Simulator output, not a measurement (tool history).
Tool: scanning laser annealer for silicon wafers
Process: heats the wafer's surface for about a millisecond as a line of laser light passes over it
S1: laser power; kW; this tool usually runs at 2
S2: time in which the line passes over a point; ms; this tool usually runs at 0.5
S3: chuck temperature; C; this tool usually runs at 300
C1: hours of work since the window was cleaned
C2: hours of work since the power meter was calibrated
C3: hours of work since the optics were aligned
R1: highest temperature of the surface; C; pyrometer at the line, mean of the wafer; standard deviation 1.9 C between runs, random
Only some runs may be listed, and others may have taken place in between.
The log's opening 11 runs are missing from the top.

At hour 446: laser's power meter calibrated.
Run 12, hour 504.3: usual settings but S3 318 C; C1 248; C2 33; C3 292. Result: R1 1140 C.
Run 13, hour 536.5: usual settings but S2 0.42 ms, S3 318 C; C1 266; C2 52; C3 311. Result: R1 1058 C.
Run 14, hour 587.6: usual settings but S2 0.42 ms, S3 318 C; C1 295; C2 81; C3 340. Result: R1 1059 C.
Run 15, hour 637: usual settings; C1 323; C2 109; C3 368. Result: R1 1121 C.
At hour 644.5: laser's power meter calibrated, once more.
Run 16, hour 677.3: usual settings but S3 335 C; C1 345; C2 19; C3 389. Result: R1 1145 C.
Run 17, hour 728.9: usual settings but S1 1.739 kW; C1 374; C2 48; C3 419. Result: R1 980 C.
Run 18, hour 772.9: usual settings but S1 2.049 kW; C1 399; C2 73; C3 444. Result: R1 1136 C.
Run 19, hour 811.3: usual settings but S1 2.049 kW; C1 421; C2 95; C3 465. Result: R1 1134 C.
Run 20, hour 846.1: usual settings but S1 2.045 kW, S2 0.6 ms, S3 278 C; C1 441; C2 115; C3 485. Result: R1 1206 C.
Run 21, hour 900.1: usual settings but S1 2.045 kW, S2 0.6 ms, S3 278 C; C1 472; C2 146; C3 516. Result: R1 1203 C.
Run 22, hour 941.4: usual settings but S1 1.936 kW, S2 0.579 ms; C1 495; C2 169; C3 540. Result: R1 1144 C.
Run 23, hour 1001.2: usual settings but S1 1.936 kW, S2 0.579 ms; C1 529; C2 203; C3 574. Result: R1 1145 C.

Run 24 comes next. What will it give?
Run 24, hour 1045.5: usual settings but S2 0.507 ms; C1 555; C2 229; C3 599. Result: R1 ?.

R1: 1107 C
Minus the tool's unlogged condition, the same run would have read R1 1132 C.

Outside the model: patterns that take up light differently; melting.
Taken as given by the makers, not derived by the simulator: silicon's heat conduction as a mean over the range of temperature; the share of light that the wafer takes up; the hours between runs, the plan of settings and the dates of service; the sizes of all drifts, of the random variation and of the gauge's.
